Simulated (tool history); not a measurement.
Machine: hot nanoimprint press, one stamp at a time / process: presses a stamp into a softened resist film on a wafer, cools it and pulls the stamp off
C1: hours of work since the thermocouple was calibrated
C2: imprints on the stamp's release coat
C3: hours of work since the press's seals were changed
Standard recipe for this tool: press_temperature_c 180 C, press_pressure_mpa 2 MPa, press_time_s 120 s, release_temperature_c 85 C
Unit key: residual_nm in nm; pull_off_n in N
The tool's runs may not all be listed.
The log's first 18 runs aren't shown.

{"day": 21.138, "done": "plate thermocouple calibrated"}
{"day": 21.579, "done": "stamp cleaned and given a new release coat"}
{"run": 19, "day": 22.221, "press_temperature_c": 182, "press_pressure_mpa": 2.41, "press_time_s": 120, "release_temperature_c": 79, "C1": 11, "C2": 65, "C3": 1034, "residual_nm": 188.6, "pull_off_n": 136}
{"run": 20, "day": 23.862, "press_temperature_c": 182, "press_pressure_mpa": 2.41, "press_time_s": 120, "release_temperature_c": 79, "C1": 33, "C2": 232, "C3": 1056, "residual_nm": 190.3, "pull_off_n": 142}
{"day": 24.6, "done": "plate thermocouple calibrated, once more"}
{"run": 21, "day": 25.212, "press_temperature_c": 180, "press_pressure_mpa": 2, "press_time_s": 65, "release_temperature_c": 85, "C1": 8, "C2": 356, "C3": 1072, "residual_nm": 247.2, "pull_off_n": 134}
{"run": 22, "day": 26.846, "press_temperature_c": 176, "press_pressure_mpa": 2.14, "press_time_s": 153, "release_temperature_c": 90, "C1": 30, "C2": 522, "C3": 1094, "residual_nm": 212.6, "pull_off_n": 137}
{"run": 23, "day": 27.775, "press_temperature_c": 176, "press_pressure_mpa": 2.14, "press_time_s": 153, "release_temperature_c": 90, "C1": 42, "C2": 617, "C3": 1106, "residual_nm": 212.4, "pull_off_n": 134}
{"day": 29.567, "done": "stamp cleaned and given a new release coat"}
{"run": 24, "day": 29.8, "press_temperature_c": 176, "press_pressure_mpa": 2.14, "press_time_s": 153, "release_temperature_c": 90, "C1": 66, "C2": 24, "C3": 1130, "residual_nm": 212.5, "pull_off_n": 123}
{"run": 25, "day": 30.575, "press_temperature_c": 176, "press_pressure_mpa": 2.14, "press_time_s": 153, "release_temperature_c": 76, "C1": 76, "C2": 103, "C3": 1140, "residual_nm": 215.6, "pull_off_n": 135}
{"run": 26, "day": 32.125, "press_temperature_c": 176, "press_pressure_mpa": 2.14, "press_time_s": 153, "release_temperature_c": 76, "C1": 97, "C2": 261, "C3": 1161, "residual_nm": 211.9, "pull_off_n": 140}
{"run": 27, "day": 33.567, "press_temperature_c": 176, "press_pressure_mpa": 2.14, "press_time_s": 153, "release_temperature_c": 76, "C1": 116, "C2": 407, "C3": 1180, "residual_nm": 215.4, "pull_off_n": 144}
{"run": 28, "day": 34.838, "press_temperature_c": 176, "press_pressure_mpa": 2.14, "press_time_s": 153, "release_temperature_c": 76, "C1": 133, "C2": 536, "C3": 1197, "residual_nm": 216.5, "pull_off_n": 144}
{"run": 29, "day": 35.871, "press_temperature_c": 176, "press_pressure_mpa": 2.14, "press_time_s": 153, "release_temperature_c": 76, "C1": 147, "C2": 641, "C3": 1211, "residual_nm": 214.6, "pull_off_n": 146}
{"day": 37.458, "done": "stamp cleaned and given a new release coat"}
{"run": 30, "day": 37.617, "press_temperature_c": 189, "press_pressure_mpa": 2, "press_time_s": 74, "release_temperature_c": 85, "C1": 167, "C2": 16, "C3": 1231, "residual_nm": 184.7, "pull_off_n": 129}

Here are 3 independent what-if runs from the current tool condition. What would each one return?
{"run": "A", "day": 39.029, "press_temperature_c": 189, "press_pressure_mpa": 2, "press_time_s": 74, "release_temperature_c": 84, "C1": 186, "C2": 160, "C3": 1250, "residual_nm": "?", "pull_off_n": "?"}
{"run": "B", "day": 39.029, "press_temperature_c": 185, "press_pressure_mpa": 2, "press_time_s": 126, "release_temperature_c": 85, "C1": 186, "C2": 160, "C3": 1250, "residual_nm": "?", "pull_off_n": "?"}
{"run": "C", "day": 39.029, "press_temperature_c": 176, "press_pressure_mpa": 2, "press_time_s": 74, "release_temperature_c": 85, "C1": 186, "C2": 160, "C3": 1250, "residual_nm": "?", "pull_off_n": "?"}

run=A residual_nm=185.9 pull_off_n=134
run=B residual_nm=178.3 pull_off_n=133
run=C residual_nm=273.5 pull_off_n=133
With no hidden state in the tool, these same runs would have given:
run=A residual_nm=176 pull_off_n=131
run=B residual_nm=168.5 pull_off_n=130
run=C residual_nm=262.1 pull_off_n=130
